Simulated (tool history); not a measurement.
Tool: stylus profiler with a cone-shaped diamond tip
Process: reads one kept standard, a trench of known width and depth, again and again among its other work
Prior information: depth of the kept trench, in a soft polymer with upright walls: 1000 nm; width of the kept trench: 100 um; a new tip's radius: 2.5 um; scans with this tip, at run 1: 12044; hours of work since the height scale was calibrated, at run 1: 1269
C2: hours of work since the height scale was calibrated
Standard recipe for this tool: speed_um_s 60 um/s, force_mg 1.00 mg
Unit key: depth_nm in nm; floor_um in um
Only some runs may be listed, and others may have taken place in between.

{"run": 1, "day": 0.0, "speed_um_s": 60, "force_mg": 1.0, "scans with this tip": 12044, "C2": 1269, "depth_nm": 1010.99, "floor_um": 92.98}
{"day": 1.858, "done": "new tip fitted, height scale calibrated"}
{"run": 2, "day": 3.112, "speed_um_s": 214, "force_mg": 1.0, "scans with this tip": 127, "C2": 13, "depth_nm": 1005.53, "floor_um": 94.33}
{"run": 3, "day": 5.75, "speed_um_s": 217, "force_mg": 1.0, "scans with this tip": 394, "C2": 41, "depth_nm": 1005.56, "floor_um": 94.28}
{"run": 4, "day": 8.738, "speed_um_s": 217, "force_mg": 1.0, "scans with this tip": 696, "C2": 73, "depth_nm": 1005.48, "floor_um": 94.24}
{"run": 5, "day": 10.604, "speed_um_s": 217, "force_mg": 1.0, "scans with this tip": 884, "C2": 93, "depth_nm": 1006.21, "floor_um": 94.14}
{"run": 6, "day": 12.129, "speed_um_s": 217, "force_mg": 0.79, "scans with this tip": 1038, "C2": 109, "depth_nm": 1004.95, "floor_um": 93.9}

The next listed run, before its measurement:
{"run": 7, "day": 15.088, "speed_um_s": 137, "force_mg": 2.04, "scans with this tip": 1337, "C2": 141, "depth_nm": "?", "floor_um": "?"}

Run 7 measured depth_nm 1009.57 nm, floor_um 94.87 um.
Minus the tool's unlogged condition, the same run would have read depth_nm 1008.57 nm, floor_um 95.29 um.

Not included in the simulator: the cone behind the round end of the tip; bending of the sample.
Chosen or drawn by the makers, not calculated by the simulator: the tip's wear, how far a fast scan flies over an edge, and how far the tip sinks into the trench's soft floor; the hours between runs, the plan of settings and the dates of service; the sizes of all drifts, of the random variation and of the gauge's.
